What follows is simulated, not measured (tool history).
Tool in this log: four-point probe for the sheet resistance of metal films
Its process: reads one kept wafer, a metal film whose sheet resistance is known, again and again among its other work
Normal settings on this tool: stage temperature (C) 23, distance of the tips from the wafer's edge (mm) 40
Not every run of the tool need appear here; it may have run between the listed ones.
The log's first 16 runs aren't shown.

run,hour,stage temperature (C),distance of the tips from the wafer's edge (mm),sheet resistance as the instrument gives it (ohm/square)
17,313.4,24,40,0.124467
18,326.8,24,40,0.124416
19,345.3,24,11,0.125246
20,366.2,24,21,0.124613
21,381.9,34,26,0.124022
22,405.2,34,26,0.124072
23,421.8,34,26,0.124060
24,434.4,34,26,0.124050
25,448.4,22,68,0.124488
26,463.4,22,68,0.124477
27,476.9,28,16,0.124543
28,494.1,32,4,0.130341
29,508.7,31,31,0.124114
30,530.2,34,29,0.123979
# hour 540.0: stage's thermometer calibrated
31,555.2,34,29,0.124447
32,580.4,18,24,0.125343
33,601.8,22,51,0.124943
34,628.3,18,62,0.125178

5 ways to go on from here, each from the tool as it stands after run 34. What would each give?
A,649.4,21,46,?
B,649.4,33,4,?
C,649.4,24,9,?
D,649.4,24,9,?
E,649.4,25,6,?

run,sheet resistance as the instrument gives it (ohm/square)
A,0.125017
B,0.130695
C,0.126122
D,0.126121
E,0.127748
What these runs would have given with no unlogged condition in the tool:
run,sheet resistance as the instrument gives it (ohm/square)
A,0.124955
B,0.130631
C,0.126059
D,0.126059
E,0.127685
